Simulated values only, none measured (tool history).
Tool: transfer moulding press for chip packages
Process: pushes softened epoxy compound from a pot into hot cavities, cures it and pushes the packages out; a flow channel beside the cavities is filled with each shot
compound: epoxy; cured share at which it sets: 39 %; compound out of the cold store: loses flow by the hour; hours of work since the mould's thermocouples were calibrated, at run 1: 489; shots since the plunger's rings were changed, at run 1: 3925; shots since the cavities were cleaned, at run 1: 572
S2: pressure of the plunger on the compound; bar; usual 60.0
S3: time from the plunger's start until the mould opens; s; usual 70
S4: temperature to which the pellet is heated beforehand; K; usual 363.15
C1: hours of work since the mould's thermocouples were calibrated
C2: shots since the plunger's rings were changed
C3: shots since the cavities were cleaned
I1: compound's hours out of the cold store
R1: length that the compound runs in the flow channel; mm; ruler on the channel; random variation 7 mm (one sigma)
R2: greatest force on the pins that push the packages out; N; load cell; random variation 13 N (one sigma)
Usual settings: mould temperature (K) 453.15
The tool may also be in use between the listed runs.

Run 1, hour 0.0: usual settings; C1 489; C2 3925; C3 572; I1 10.9. Result: R1 841 mm, R2 1094 N.
At hour 38.0: cavities cleaned with cleaning compound and waxed.
Run 2, hour 84.9: usual settings; C1 536; C2 4970; C3 588; I1 20.8. Result: R1 794 mm, R2 1046 N.
At hour 98.5: mould's thermocouples calibrated.
At hour 124.9: cavities cleaned with cleaning compound and waxed.
Run 3, hour 185.5: usual settings; C1 47; C2 6188; C3 760; I1 22.0. Result: R1 781 mm, R2 1200 N.
At hour 203.4: cavities cleaned with cleaning compound and waxed.
At hour 212.4: plunger's sealing rings changed.
At hour 284.9: cavities cleaned with cleaning compound and waxed.
Run 4, hour 287.5: usual settings; C1 101; C2 923; C3 32; I1 16.7. Result: R1 850 mm, R2 710 N.
Run 5, hour 355.7: usual settings; C1 139; C2 1778; C3 887; I1 22.0. Result: R1 824 mm, R2 1225 N.
At hour 363.2: cavities cleaned with cleaning compound and waxed.
Run 6, hour 434.1: usual settings but S3 98 s; C1 181; C2 2743; C3 889; I1 19.0. Result: R1 822 mm, R2 666 N.
At hour 446.2: cavities cleaned with cleaning compound and waxed.
Run 7, hour 521.0: usual settings but S3 98 s; C1 229; C2 3814; C3 939; I1 37.3. Result: R1 772 mm, R2 674 N.
At hour 529.9: cavities cleaned with cleaning compound and waxed.
Run 8, hour 599.5: usual settings but S3 98 s; C1 271; C2 4779; C3 873; I1 20.0. Result: R1 807 mm, R2 649 N.
At hour 608.4: cavities cleaned with cleaning compound and waxed.
Run 9, hour 678.2: usual settings but S3 98 s; C1 314; C2 5748; C3 876; I1 21.6. Result: R1 804 mm, R2 642 N.
At hour 694.6: cavities cleaned with cleaning compound and waxed.
At hour 735.8: plunger's sealing rings changed.
Run 10, hour 771.7: usual settings; C1 364; C2 449; C3 935; I1 29.8. Result: R1 811 mm, R2 1191 N.
At hour 780.0: cavities cleaned with cleaning compound and waxed.
Run 11, hour 853.2: usual settings; C1 408; C2 1453; C3 919; I1 28.6. Result: R1 811 mm, R2 1123 N.
At hour 858.7: cavities cleaned with cleaning compound and waxed.
Run 12, hour 919.7: usual settings; C1 444; C2 2268; C3 766; I1 8.6. Result: R1 854 mm, R2 1222 N.
At hour 941.6: cavities cleaned with cleaning compound and waxed.
Run 13, hour 986.9: usual settings; C1 481; C2 3092; C3 568; I1 26.4. Result: R1 802 mm, R2 1021 N.
At hour 1023.6: cavities cleaned with cleaning compound and waxed.
Run 14, hour 1069.8: usual settings but S3 94 s, S4 356.15 K; C1 526; C2 4113; C3 580; I1 20.0. Result: R1 821 mm, R2 604 N.
At hour 1102.9: mould's thermocouples calibrated.
At hour 1104.4: cavities cleaned with cleaning compound and waxed.
Run 15, hour 1146.4: usual settings but S3 94 s, S4 356.15 K; C1 23; C2 5029; C3 527; I1 30.8. Result: R1 780 mm, R2 605 N.
At hour 1184.4: cavities cleaned with cleaning compound and waxed.
Run 16, hour 1225.4: usual settings but S3 94 s, S4 356.15 K; C1 66; C2 6001; C3 514; I1 8.5. Result: R1 829 mm, R2 596 N.
At hour 1262.9: plunger's sealing rings changed.
At hour 1270.7: cavities cleaned with cleaning compound and waxed.
Run 17, hour 1285.3: usual settings but S2 50.2 bar, S4 356.15 K; C1 97; C2 262; C3 183; I1 36.7. Result: R1 726 mm, R2 843 N.
Run 18, hour 1343.3: usual settings but S2 50.2 bar, S4 356.15 K; C1 129; C2 989; C3 910; I1 26.3. Result: R1 753 mm, R2 1196 N.
At hour 1350.6: cavities cleaned with cleaning compound and waxed.
Run 19, hour 1395.7: usual settings but S2 51.0 bar, S3 90 s, S4 359.15 K; C1 158; C2 1628; C3 567; I1 42.5. Result: R1 704 mm, R2 618 N.

The next listed run, before its measurement:
At hour 1431.8: cavities cleaned with cleaning compound and waxed.
Run 20, hour 1456.9: usual settings but S2 51.0 bar, S3 90 s, S4 359.15 K; C1 191; C2 2376; C3 315; I1 37.1. Result: R1 ?, R2 ?.

Run 20 gave R1 715 mm, R2 532 N.
Without the tool's hidden state the same run would have given R1 735 mm, R2 374 N.
